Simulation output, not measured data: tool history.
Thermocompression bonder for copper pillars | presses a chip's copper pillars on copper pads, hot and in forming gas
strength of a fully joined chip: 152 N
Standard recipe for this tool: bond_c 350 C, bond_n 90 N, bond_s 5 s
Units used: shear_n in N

Run 1, hour 0.0: usual settings. Result: shear_n 80.6 N.
Run 2, hour 14.8: usual settings. Result: shear_n 81.4 N.
Run 3, hour 23.9: usual settings. Result: shear_n 81.5 N.
Run 4, hour 38.1: usual settings. Result: shear_n 79.9 N.
Run 5, hour 47.8: usual settings. Result: shear_n 80.5 N.
Run 6, hour 56.0: usual settings but bond_c 356 C. Result: shear_n 83.6 N.
Run 7, hour 63.1: usual settings but bond_c 356 C, bond_s 7 s. Result: shear_n 94.3 N.
Run 8, hour 79.5: usual settings but bond_c 356 C, bond_s 7 s. Result: shear_n 93.9 N.
Run 9, hour 92.6: usual settings. Result: shear_n 80.6 N.
Run 10, hour 108.3: usual settings but bond_s 12 s. Result: shear_n 102.8 N.
At hour 114.2: forming gas filter changed.
Run 11, hour 122.9: usual settings but bond_n 103 N, bond_s 12 s. Result: shear_n 112.0 N.
Run 12, hour 134.5: usual settings but bond_n 103 N, bond_s 12 s. Result: shear_n 112.3 N.
Run 13, hour 148.2: usual settings but bond_n 103 N, bond_s 12 s. Result: shear_n 112.3 N.
Run 14, hour 159.9: usual settings but bond_n 103 N, bond_s 12 s. Result: shear_n 111.0 N.
Run 15, hour 175.9: usual settings but bond_c 342 C. Result: shear_n 74.7 N.
Run 16, hour 191.0: usual settings but bond_c 342 C. Result: shear_n 74.6 N.
Run 17, hour 199.2: usual settings but bond_n 60 N, bond_s 3 s. Result: shear_n 52.3 N.
Run 18, hour 209.8: usual settings but bond_c 325 C, bond_n 80 N, bond_s 4 s. Result: shear_n 52.5 N.
Run 19, hour 217.8: usual settings but bond_c 325 C, bond_n 80 N, bond_s 4 s. Result: shear_n 51.8 N.
Run 20, hour 226.1: usual settings but bond_n 80 N, bond_s 4 s. Result: shear_n 69.8 N.
Run 21, hour 234.5: usual settings but bond_n 80 N, bond_s 4 s. Result: shear_n 68.7 N.
Run 22, hour 243.5: usual settings but bond_n 104 N, bond_s 4 s. Result: shear_n 81.7 N.
Run 23, hour 255.7: usual settings but bond_c 322 C, bond_s 3 s. Result: shear_n 48.0 N.
Run 24, hour 264.7: usual settings but bond_c 336 C, bond_n 57 N, bond_s 3 s. Result: shear_n 42.1 N.
Run 25, hour 273.7: usual settings but bond_c 342 C, bond_n 76 N, bond_s 11 s. Result: shear_n 86.8 N.
Run 26, hour 283.9: usual settings but bond_c 342 C, bond_n 76 N, bond_s 11 s. Result: shear_n 87.1 N.
Run 27, hour 291.8: usual settings but bond_n 119 N. Result: shear_n 91.3 N.
Run 28, hour 303.5: usual settings but bond_c 367 C, bond_n 99 N, bond_s 7 s. Result: shear_n 105.9 N.
Run 29, hour 317.8: usual settings but bond_c 367 C, bond_n 66 N, bond_s 13 s. Result: shear_n 104.1 N.
Run 30, hour 328.1: usual settings but bond_c 378 C, bond_n 96 N. Result: shear_n 103.2 N.
Run 31, hour 337.1: usual settings but bond_c 371 C, bond_n 83 N, bond_s 6 s. Result: shear_n 96.2 N.
At hour 350.8: forming gas filter changed.
Run 32, hour 352.1: usual settings but bond_c 341 C, bond_n 98 N, bond_s 14 s. Result: shear_n 106.9 N.

Branching from run 32: 3 alternative next runs. What would each branch give?
Run A, hour 369.2: usual settings but bond_c 341 C, bond_n 76 N, bond_s 8 s. Result: shear_n ?.
Run B, hour 369.2: usual settings but bond_n 89 N. Result: shear_n ?.
Run C, hour 369.2: usual settings but bond_c 331 C. Result: shear_n ?.

run  shear_n
  A     80.2
  B     79.9
  C     66.4
Had the tool no hidden state, the same runs would have come out as:
run  shear_n
  A     83.4
  B     83.0
  C     69.5
